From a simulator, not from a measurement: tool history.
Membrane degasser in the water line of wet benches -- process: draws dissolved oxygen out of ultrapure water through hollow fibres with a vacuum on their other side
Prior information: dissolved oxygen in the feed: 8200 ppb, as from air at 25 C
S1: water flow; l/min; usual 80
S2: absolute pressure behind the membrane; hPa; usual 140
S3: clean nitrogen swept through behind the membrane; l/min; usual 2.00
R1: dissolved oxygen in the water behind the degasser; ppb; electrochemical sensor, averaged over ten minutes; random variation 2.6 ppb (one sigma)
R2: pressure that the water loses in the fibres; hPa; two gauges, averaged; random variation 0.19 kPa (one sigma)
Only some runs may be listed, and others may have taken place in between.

run	hour	S1	S2	S3	R1	R2
1	0.0	80	140	2.00	829.3	398.1
2	193.1	80	140	2.00	827.8	396.1
3	349.1	80	140	2.00	832.5	393.9
4	496.1	80	140	2.00	835.3	392.1
5	626.6	80	168	2.00	1019.4	393.9
6	831.2	80	168	2.00	1013.8	392.4
7	1097.1	80	168	2.00	1015.1	391.4
8	1242.7	80	168	2.00	1016.6	388.6
9	1408.3	80	168	2.00	1018.6	391.4
10	1577.3	80	168	2.00	1011.2	391.3
11	1853.5	80	168	2.00	1012.7	388.6
12	2095.2	80	140	2.00	828.5	388.4
13	2273.9	80	140	2.00	833.2	387.0
14	2514.3	80	140	2.00	830.7	389.3
15	2702.8	80	140	2.00	825.6	388.7
# hour 2907.2: gauge calibrated
16	2968.2	80	140	2.00	826.4	396.4
17	3246.2	87	311	3.94	1211.1	432.0
18	3492.4	110	85	1.64	663.4	541.0
19	3617.4	53	179	1.11	1209.5	264.7
20	3845.4	63	179	5.67	385.3	307.9
21	4086.7	108	273	5.67	988.1	530.9
22	4215.2	108	273	5.67	984.3	529.5
# hour 4252.1: vacuum gauge calibrated
23	4410.1	80	273	5.67	749.8	389.5
24	4586.8	80	202	2.00	1236.3	391.9
25	4773.2	80	118	2.00	676.4	389.8
26	4966.8	85	185	1.84	1242.9	416.5
27	5094.1	72	161	4.53	469.1	348.8
28	5232.6	90	161	4.04	636.3	441.9
29	5419.1	109	161	4.04	758.4	531.0
30	5575.6	67	226	4.04	698.9	320.5
31	5787.9	67	226	4.04	698.5	320.6

Some steps in R2 between neighbouring runs. How much of each would the tool show without its hidden state too (settings, what came in, random variation), and how much is left for the hidden state, with any gauge scatter that isn't in both results?
What the log doesn't record here: membrane still open, %; true pressure behind the membrane over the reading, kPa; air that leaks in behind the membrane, l/min; drift of the gauge itself on oxygen_ppb, %; drift of the gauge itself on loss_of_pressure_kpa, %.
Run 15 -> 16: gauge calibrated. R2 +7.7 hPa: hidden state +9.3, all else -1.6.
Run 18 -> 19: S1 110 -> 53, S2 85 -> 179, S3 1.64 -> 1.11. R2 -276.3 hPa: hidden state +0.9, all else -277.2.
Run 20 -> 21: S1 63 -> 108, S2 179 -> 273. R2 +223.0 hPa: hidden state -2.7, all else +225.7.
Run 29 -> 30: S1 109 -> 67, S2 161 -> 226. R2 -210.5 hPa: hidden state +4.0, all else -214.5.

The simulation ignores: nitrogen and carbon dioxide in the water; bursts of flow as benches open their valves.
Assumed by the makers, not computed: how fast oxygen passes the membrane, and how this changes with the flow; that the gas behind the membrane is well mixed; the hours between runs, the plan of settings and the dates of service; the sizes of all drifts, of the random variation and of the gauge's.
